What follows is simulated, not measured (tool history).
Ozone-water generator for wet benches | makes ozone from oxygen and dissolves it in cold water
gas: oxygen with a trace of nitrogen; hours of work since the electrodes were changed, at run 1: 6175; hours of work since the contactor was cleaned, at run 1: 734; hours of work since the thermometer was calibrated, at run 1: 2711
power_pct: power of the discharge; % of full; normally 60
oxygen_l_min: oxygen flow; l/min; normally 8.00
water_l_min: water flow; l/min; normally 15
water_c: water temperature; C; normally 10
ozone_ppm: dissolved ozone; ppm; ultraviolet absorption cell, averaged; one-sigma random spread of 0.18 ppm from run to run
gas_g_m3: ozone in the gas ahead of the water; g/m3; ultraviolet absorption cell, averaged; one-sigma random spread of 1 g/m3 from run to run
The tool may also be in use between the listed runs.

| run | hour | power_pct | oxygen_l_min | water_l_min | water_c | hours of work since the electrodes were changed | hours of work since the contactor was cleaned | hours of work since the thermometer was calibrated | ozone_ppm | gas_g_m3 |
|---|---|---|---|---|---|---|---|---|---|---|
| 1 | 0.0 | 60 | 8.00 | 15 | 10 | 6175 | 734 | 2711 | 21.0 | 155.1 |
| 2 | 189.9 | 60 | 8.00 | 15 | 5 | 6336 | 894 | 2872 | 23.2 | 154.6 |
| 3 | 373.3 | 60 | 8.00 | 15 | 5 | 6490 | 1049 | 3027 | 23.0 | 156.5 |
| 4 | 506.0 | 60 | 8.00 | 15 | 5 | 6602 | 1161 | 3139 | 23.0 | 156.3 |
| 5 | 739.2 | 60 | 8.00 | 15 | 10 | 6799 | 1358 | 3335 | 21.0 | 152.5 |
| 6 | 901.2 | 60 | 8.00 | 15 | 10 | 6936 | 1494 | 3472 | 20.9 | 153.4 |
| 7 | 1042.2 | 60 | 8.00 | 22 | 10 | 7055 | 1613 | 3591 | 14.7 | 153.3 |
| 8 | 1252.8 | 60 | 8.00 | 15 | 10 | 7233 | 1791 | 3769 | 20.7 | 152.9 |
| 9 | 1381.8 | 63 | 8.00 | 15 | 10 | 7342 | 1900 | 3878 | 21.3 | 158.2 |
| 10 | 1488.6 | 63 | 8.00 | 22 | 10 | 7432 | 1990 | 3968 | 15.3 | 159.0 |
|  | 1525.2 | water thermometer calibrated |
| 11 | 1711.7 | 63 | 6.71 | 22 | 10 | 7620 | 2178 | 157 | 14.7 | 166.9 |
| 12 | 1933.8 | 60 | 8.00 | 15 | 10 | 7807 | 2366 | 345 | 20.5 | 151.9 |
| 13 | 2118.5 | 60 | 8.00 | 15 | 10 | 7963 | 2522 | 501 | 20.5 | 151.2 |
| 14 | 2279.9 | 60 | 8.00 | 15 | 10 | 8099 | 2658 | 637 | 20.3 | 150.2 |
|  | 2408.2 | contactor cleaned |
| 15 | 2443.5 | 60 | 8.00 | 15 | 10 | 8234 | 30 | 772 | 20.4 | 151.5 |
| 16 | 2654.0 | 60 | 8.00 | 15 | 10 | 8412 | 207 | 949 | 20.5 | 150.4 |
| 17 | 2874.6 | 60 | 7.30 | 13 | 10 | 8598 | 394 | 1136 | 22.6 | 151.4 |
| 18 | 3001.7 | 60 | 7.30 | 11 | 10 | 8705 | 501 | 1243 | 25.6 | 152.9 |
|  | 3087.4 | electrodes of the discharge changed |
| 19 | 3133.6 | 77 | 13.48 | 14 | 10 | 39 | 607 | 1349 | 32.1 | 184.7 |
| 20 | 3341.4 | 77 | 13.48 | 14 | 14 | 214 | 783 | 1525 | 28.9 | 185.4 |
| 21 | 3510.0 | 77 | 13.48 | 14 | 14 | 357 | 925 | 1667 | 29.1 | 184.3 |
| 22 | 3654.3 | 77 | 10.69 | 10 | 14 | 479 | 1047 | 1789 | 36.0 | 198.2 |
| 23 | 3872.2 | 77 | 10.69 | 10 | 14 | 662 | 1231 | 1973 | 35.8 | 197.3 |
| 24 | 4088.2 | 77 | 10.69 | 10 | 14 | 845 | 1413 | 2155 | 36.0 | 196.2 |
| 25 | 4300.8 | 77 | 10.69 | 20 | 14 | 1024 | 1593 | 2335 | 22.1 | 194.1 |
| 26 | 4448.0 | 77 | 10.69 | 20 | 14 | 1148 | 1717 | 2459 | 22.1 | 191.0 |
| 27 | 4587.2 | 46 | 5.47 | 11 | 10 | 1266 | 1834 | 2576 | 22.1 | 152.9 |
| 28 | 4742.4 | 46 | 5.47 | 11 | 10 | 1397 | 1965 | 2707 | 22.3 | 154.1 |
| 29 | 4855.8 | 56 | 5.88 | 15 | 16 | 1493 | 2061 | 2803 | 18.9 | 176.4 |
| 30 | 4949.8 | 44 | 8.00 | 15 | 18 | 1572 | 2140 | 2882 | 15.1 | 130.0 |
| 31 | 5169.4 | 49 | 6.05 | 15 | 12 | 1757 | 2326 | 3068 | 17.9 | 155.3 |
| 32 | 5317.7 | 49 | 6.05 | 15 | 12 | 1883 | 2451 | 3193 | 17.7 | 155.2 |

Consider 3 possible next runs. They are alternatives, not a sequence: every one starts from the tool as it was left by run 32. What does each give?
| A | 5519.3 | 88 | 7.65 | 15 | 14 | 2053 | 2621 | 3363 | ? | ? |
| B | 5519.3 | 49 | 6.05 | 12 | 12 | 2053 | 2621 | 3363 | ? | ? |
| C | 5519.3 | 60 | 8.00 | 15 | 10 | 2053 | 2621 | 3363 | ? | ? |

| run | ozone_ppm | gas_g_m3 |
|---|---|---|
| A | 29.2 | 238.7 |
| B | 21.0 | 154.4 |
| C | 22.8 | 169.8 |
Stripped of hidden state, with their random variation kept, the same runs would have yielded:
| run | ozone_ppm | gas_g_m3 |
|---|---|---|
| A | 31.5 | 248.8 |
| B | 22.2 | 158.1 |
| C | 24.3 | 175.0 |
